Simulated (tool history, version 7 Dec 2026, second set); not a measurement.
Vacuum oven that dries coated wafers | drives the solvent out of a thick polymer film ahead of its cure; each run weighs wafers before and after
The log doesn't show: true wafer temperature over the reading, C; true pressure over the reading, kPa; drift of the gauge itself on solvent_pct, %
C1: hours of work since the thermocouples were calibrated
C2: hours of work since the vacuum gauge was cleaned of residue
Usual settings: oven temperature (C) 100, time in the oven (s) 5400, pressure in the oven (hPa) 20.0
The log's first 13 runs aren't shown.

Run 14, hour 438.0: usual settings; C1 1245; C2 408. Result: solvent left in the film (%) 4.37.
Run 15, hour 464.8: usual settings but time in the oven (s) 5520; C1 1256; C2 419. Result: solvent left in the film (%) 4.42.
Run 16, hour 513.0: usual settings but oven temperature (C) 107; C1 1275; C2 438. Result: solvent left in the film (%) 2.56.
Run 17, hour 561.5: usual settings but oven temperature (C) 107; C1 1295; C2 458. Result: solvent left in the film (%) 2.62.
Run 18, hour 586.3: usual settings but oven temperature (C) 107; C1 1305; C2 468. Result: solvent left in the film (%) 2.47.
Run 19, hour 623.6: usual settings but time in the oven (s) 7500, pressure in the oven (hPa) 21.4; C1 1320; C2 483. Result: solvent left in the film (%) 3.33.
Run 20, hour 649.4: usual settings but time in the oven (s) 7500, pressure in the oven (hPa) 21.4; C1 1330; C2 493. Result: solvent left in the film (%) 3.36.
Run 21, hour 693.7: usual settings but time in the oven (s) 7500, pressure in the oven (hPa) 21.4; C1 1348; C2 511. Result: solvent left in the film (%) 3.31.
Run 22, hour 725.8: usual settings but time in the oven (s) 7500, pressure in the oven (hPa) 21.4; C1 1361; C2 524. Result: solvent left in the film (%) 3.33.
Run 23, hour 751.7: usual settings but time in the oven (s) 7500, pressure in the oven (hPa) 21.4; C1 1371; C2 534. Result: solvent left in the film (%) 3.34.
Run 24, hour 783.4: usual settings but time in the oven (s) 5340, pressure in the oven (hPa) 21.4; C1 1384; C2 547. Result: solvent left in the film (%) 4.56.
Run 25, hour 829.3: usual settings but oven temperature (C) 93; C1 1402; C2 565. Result: solvent left in the film (%) 6.90.
At hour 838.4: oven's thermocouples calibrated.
Run 26, hour 871.2: usual settings but oven temperature (C) 93; C1 13; C2 581. Result: solvent left in the film (%) 7.09.
Run 27, hour 912.1: usual settings but oven temperature (C) 109, time in the oven (s) 3600, pressure in the oven (hPa) 12.7; C1 30; C2 598. Result: solvent left in the film (%) 3.14.
Run 28, hour 959.5: usual settings but oven temperature (C) 109, time in the oven (s) 3600, pressure in the oven (hPa) 12.7; C1 49; C2 617. Result: solvent left in the film (%) 3.11.
Run 29, hour 999.5: usual settings but oven temperature (C) 86, time in the oven (s) 3480, pressure in the oven (hPa) 21.5; C1 65; C2 633. Result: solvent left in the film (%) 11.38.
Run 30, hour 1023.6: usual settings but oven temperature (C) 92, time in the oven (s) 4020, pressure in the oven (hPa) 43.7; C1 74; C2 642. Result: solvent left in the film (%) 10.38.
Run 31, hour 1053.5: usual settings but oven temperature (C) 92, time in the oven (s) 7140, pressure in the oven (hPa) 41.1; C1 86; C2 654. Result: solvent left in the film (%) 7.95.

Forecast each of these 3 alternatives for the next run:
Run A, hour 1075.9: usual settings but oven temperature (C) 104, time in the oven (s) 7140, pressure in the oven (hPa) 37.3; C1 95; C2 663. Result: solvent left in the film (%) ?.
Run B, hour 1075.9: usual settings but oven temperature (C) 112, pressure in the oven (hPa) 34.1; C1 95; C2 663. Result: solvent left in the film (%) ?.
Run C, hour 1075.9: usual settings but time in the oven (s) 2940; C1 95; C2 663. Result: solvent left in the film (%) ?.

run  solvent left in the film (%)
  A                          3.73
  B                          2.51
  C                          7.50
Without the tool's hidden state the same runs would have given:
run  solvent left in the film (%)
  A                          3.73
  B                          2.51
  C                          7.51

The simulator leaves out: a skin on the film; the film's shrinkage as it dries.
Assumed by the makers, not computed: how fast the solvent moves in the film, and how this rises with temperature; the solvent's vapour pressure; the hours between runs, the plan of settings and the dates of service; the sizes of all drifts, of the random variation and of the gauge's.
